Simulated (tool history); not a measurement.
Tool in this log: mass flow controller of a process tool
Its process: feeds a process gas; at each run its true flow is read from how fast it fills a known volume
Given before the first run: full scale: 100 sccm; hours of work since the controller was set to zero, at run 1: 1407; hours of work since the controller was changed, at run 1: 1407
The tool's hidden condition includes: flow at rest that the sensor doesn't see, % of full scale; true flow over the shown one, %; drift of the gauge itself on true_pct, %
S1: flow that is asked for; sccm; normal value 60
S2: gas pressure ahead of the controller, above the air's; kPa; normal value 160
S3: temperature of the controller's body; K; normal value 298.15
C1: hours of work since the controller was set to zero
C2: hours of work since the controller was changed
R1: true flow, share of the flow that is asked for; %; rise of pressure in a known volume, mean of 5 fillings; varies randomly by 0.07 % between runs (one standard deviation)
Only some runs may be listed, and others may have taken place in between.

| run | hour | S1 | S2 | S3 | C1 | C2 | R1 |
|---|---|---|---|---|---|---|---|
| 1 | 0.0 | 60 | 160 | 298.15 | 1407 | 1407 | 97.97 |
| 2 | 67.3 | 60 | 160 | 298.15 | 1443 | 1443 | 97.99 |
| 3 | 193.1 | 60 | 160 | 298.15 | 1509 | 1509 | 97.97 |
| 4 | 303.6 | 60 | 160 | 298.15 | 1567 | 1567 | 97.91 |
| 5 | 372.7 | 60 | 160 | 298.15 | 1604 | 1604 | 97.78 |
| 6 | 500.3 | 60 | 160 | 293.15 | 1671 | 1671 | 97.63 |
| 7 | 603.1 | 60 | 160 | 293.15 | 1726 | 1726 | 97.62 |
| 8 | 660.4 | 60 | 160 | 293.15 | 1756 | 1756 | 97.36 |
| 9 | 773.0 | 60 | 160 | 298.15 | 1815 | 1815 | 97.84 |
| 10 | 902.9 | 60 | 160 | 298.15 | 1884 | 1884 | 97.83 |
| 11 | 987.4 | 60 | 228 | 298.15 | 1928 | 1928 | 98.08 |
| 12 | 1078.6 | 60 | 151 | 298.15 | 1977 | 1977 | 97.87 |
| 13 | 1196.5 | 60 | 151 | 298.15 | 2039 | 2039 | 97.77 |
| 14 | 1322.6 | 60 | 201 | 298.15 | 2105 | 2105 | 97.91 |
| 15 | 1392.7 | 60 | 201 | 298.15 | 2142 | 2142 | 97.91 |
| 16 | 1447.6 | 22 | 160 | 298.15 | 2171 | 2171 | 94.93 |
| 17 | 1539.0 | 22 | 160 | 298.15 | 2220 | 2220 | 94.93 |
| 18 | 1654.3 | 22 | 160 | 298.15 | 2281 | 2281 | 94.98 |
| 19 | 1777.3 | 60 | 150 | 298.15 | 2345 | 2345 | 97.74 |
| 20 | 1878.1 | 60 | 150 | 298.15 | 2399 | 2399 | 97.83 |
| 21 | 1963.6 | 60 | 150 | 298.15 | 2444 | 2444 | 97.89 |
| 22 | 2064.7 | 30 | 150 | 298.15 | 2497 | 2497 | 95.63 |
| 23 | 2161.5 | 33 | 250 | 308.15 | 2548 | 2548 | 97.00 |
| 24 | 2278.7 | 64 | 160 | 298.15 | 2610 | 2610 | 97.93 |
| 25 | 2357.4 | 42 | 246 | 307.15 | 2652 | 2652 | 97.65 |
|  | 2368.7 | controller's zero set anew |
| 26 | 2481.9 | 94 | 246 | 301.15 | 60 | 2717 | 99.19 |
| 27 | 2551.8 | 94 | 246 | 301.15 | 97 | 2754 | 99.29 |
| 28 | 2614.3 | 14 | 273 | 313.15 | 130 | 2787 | 90.90 |
| 29 | 2679.5 | 14 | 273 | 313.15 | 164 | 2821 | 91.06 |
| 30 | 2802.7 | 14 | 273 | 313.15 | 229 | 2887 | 90.97 |
|  | 2874.1 | controller's zero set anew, once more |
| 31 | 2902.5 | 14 | 273 | 313.15 | 15 | 2939 | 98.66 |
| 32 | 3020.5 | 11 | 167 | 297.15 | 77 | 3001 | 96.77 |
| 33 | 3120.0 | 11 | 167 | 297.15 | 130 | 3054 | 96.78 |
| 34 | 3184.0 | 60 | 249 | 298.15 | 164 | 3088 | 98.87 |
| 35 | 3268.8 | 36 | 249 | 298.15 | 208 | 3132 | 98.01 |
| 36 | 3356.3 | 60 | 160 | 306.15 | 255 | 3179 | 99.50 |
| 37 | 3480.2 | 60 | 160 | 306.15 | 320 | 3244 | 99.42 |
| 38 | 3606.8 | 22 | 148 | 313.15 | 387 | 3311 | 98.42 |
| 39 | 3709.9 | 22 | 148 | 313.15 | 441 | 3365 | 98.35 |
| 40 | 3797.6 | 39 | 160 | 306.15 | 487 | 3411 | 98.52 |
| 41 | 3869.2 | 14 | 278 | 298.15 | 525 | 3449 | 96.76 |
| 42 | 3925.8 | 14 | 278 | 298.15 | 555 | 3479 | 96.73 |

Had the tool no unlogged condition, and each run kept its random variation, what would the results have been?
| run | R1 |
|---|---|
| 1 | 98.44 |
| 2 | 98.46 |
| 3 | 98.46 |
| 4 | 98.42 |
| 5 | 98.29 |
| 6 | 98.16 |
| 7 | 98.17 |
| 8 | 97.91 |
| 9 | 98.41 |
| 10 | 98.42 |
| 11 | 98.67 |
| 12 | 98.48 |
| 13 | 98.39 |
| 14 | 98.55 |
| 15 | 98.56 |
| 16 | 97.11 |
| 17 | 97.16 |
| 18 | 97.26 |
| 19 | 98.44 |
| 20 | 98.54 |
| 21 | 98.62 |
| 22 | 97.37 |
| 23 | 98.58 |
| 24 | 98.63 |
| 25 | 98.88 |
| 26 | 100.03 |
| 27 | 100.14 |
| 28 | 98.32 |
| 29 | 98.55 |
| 30 | 98.56 |
| 31 | 98.42 |
| 32 | 96.64 |
| 33 | 96.75 |
| 34 | 98.60 |
| 35 | 97.81 |
| 36 | 99.25 |
| 37 | 99.19 |
| 38 | 98.47 |
| 39 | 98.44 |
| 40 | 98.43 |
| 41 | 97.24 |
| 42 | 97.26 |
